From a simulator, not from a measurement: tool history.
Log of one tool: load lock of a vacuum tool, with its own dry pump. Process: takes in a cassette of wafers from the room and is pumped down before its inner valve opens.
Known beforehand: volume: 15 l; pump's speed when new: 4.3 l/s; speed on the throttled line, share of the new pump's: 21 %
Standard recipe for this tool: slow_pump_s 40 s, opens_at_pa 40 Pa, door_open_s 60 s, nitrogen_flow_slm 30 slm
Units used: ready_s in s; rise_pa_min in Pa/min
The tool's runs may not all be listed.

| run | hour | slow_pump_s | opens_at_pa | door_open_s | nitrogen_flow_slm | incoming humidity of the room's air, % | ready_s | rise_pa_min |
|---|---|---|---|---|---|---|---|---|
| 1 | 0.0 | 40 | 40 | 60 | 30 | 48.3 | 59.7 | 0.055 |
| 2 | 382.0 | 40 | 40 | 60 | 30 | 47.4 | 59.6 | 0.073 |
| 3 | 805.7 | 29 | 40 | 60 | 30 | 43.9 | 51.6 | 0.080 |
| 4 | 1023.3 | 29 | 40 | 104 | 30 | 42.3 | 51.5 | 0.098 |
| 5 | 1252.8 | 29 | 40 | 104 | 30 | 42.8 | 51.5 | 0.101 |
| 6 | 1674.5 | 29 | 40 | 104 | 30 | 42.4 | 52.0 | 0.121 |
| 7 | 2060.4 | 29 | 40 | 104 | 30 | 46.0 | 52.3 | 0.135 |
| 8 | 2371.8 | 29 | 40 | 104 | 30 | 44.9 | 52.4 | 0.142 |
| 9 | 2812.9 | 40 | 40 | 36 | 30 | 46.5 | 60.2 | 0.151 |
| 10 | 3228.2 | 40 | 40 | 60 | 30 | 44.6 | 60.3 | 0.174 |
| 11 | 3557.4 | 40 | 40 | 168 | 30 | 45.1 | 61.6 | 0.207 |
| 12 | 3764.3 | 40 | 40 | 168 | 30 | 43.9 | 61.0 | 0.220 |
| 13 | 4183.4 | 40 | 40 | 168 | 30 | 43.7 | 61.3 | 0.236 |
| 14 | 4505.4 | 40 | 40 | 168 | 30 | 45.2 | 62.0 | 0.258 |
| 15 | 4794.3 | 40 | 40 | 168 | 30 | 45.9 | 60.9 | 0.278 |
| 16 | 5083.6 | 40 | 40 | 168 | 30 | 43.8 | 61.0 | 0.288 |
| 17 | 5341.1 | 40 | 40 | 168 | 30 | 48.2 | 60.8 | 0.304 |
| 18 | 5786.0 | 40 | 40 | 60 | 30 | 46.4 | 62.1 | 0.317 |
| 19 | 6104.4 | 40 | 40 | 60 | 30 | 46.1 | 62.2 | 0.331 |
| 20 | 6525.4 | 40 | 50 | 43 | 30 | 44.8 | 61.3 | 0.369 |
| 21 | 6946.9 | 65 | 42 | 162 | 28 | 44.9 | 80.0 | 0.420 |
| 22 | 7192.7 | 23 | 79 | 60 | 9 | 44.5 | 46.9 | 0.437 |
| 23 | 7521.0 | 77 | 40 | 60 | 12 | 43.3 | 91.4 | 0.458 |
| 24 | 7788.1 | 51 | 40 | 60 | 30 | 44.5 | 71.3 | 0.466 |
| 25 | 8197.2 | 27 | 29 | 26 | 30 | 45.3 | 54.9 | 0.488 |
| 26 | 8432.2 | 27 | 78 | 26 | 39 | 44.8 | 50.9 | 0.500 |
| 27 | 8797.6 | 40 | 38 | 60 | 7 | 47.0 | 64.2 | 0.569 |
| 28 | 9149.3 | 40 | 38 | 60 | 7 | 40.8 | 63.7 | 0.585 |
| 29 | 9515.5 | 20 | 74 | 52 | 9 | 45.3 | 45.1 | 0.617 |
| 30 | 9872.2 | 20 | 74 | 52 | 9 | 48.3 | 45.2 | 0.661 |
| 31 | 10267.7 | 20 | 74 | 26 | 9 | 45.8 | 46.1 | 0.672 |
| 32 | 10558.7 | 34 | 40 | 81 | 30 | 46.4 | 59.2 | 0.703 |
| 33 | 11008.8 | 34 | 40 | 81 | 30 | 44.0 | 53.9 | 0.037 |
| 34 | 11423.0 | 75 | 40 | 73 | 23 | 48.9 | 86.5 | 0.053 |
| 35 | 11773.8 | 40 | 56 | 60 | 30 | 45.1 | 57.3 | 0.046 |
| 36 | 12159.2 | 40 | 40 | 60 | 8 | 48.4 | 59.6 | 0.090 |
| 37 | 12437.0 | 40 | 40 | 60 | 8 | 47.1 | 58.1 | 0.095 |
| 38 | 12770.9 | 40 | 40 | 60 | 8 | 47.6 | 58.7 | 0.101 |

Removed from this log: 2 entries logged between the listed runs. Between which two listed runs does each belong, and how does the tool's hidden state at the listed run before it compare with that at the listed run after it?
In the gap between runs 32 and 33: door's seal changed, seat wiped (hour 10768.4); dry pump taken out, an overhauled one fitted (hour 10847.3)
  pump's speed, % of a new pump's: 79.5 -> 101.4; leak at the door's seal, Pa l/s: 0.1679 -> 0.0036
  what was measured, less what the result would be without the hidden state, ready_s: +5.2 -> -0.3 s; rise_pa_min: +0.669 -> +0.007 Pa/min
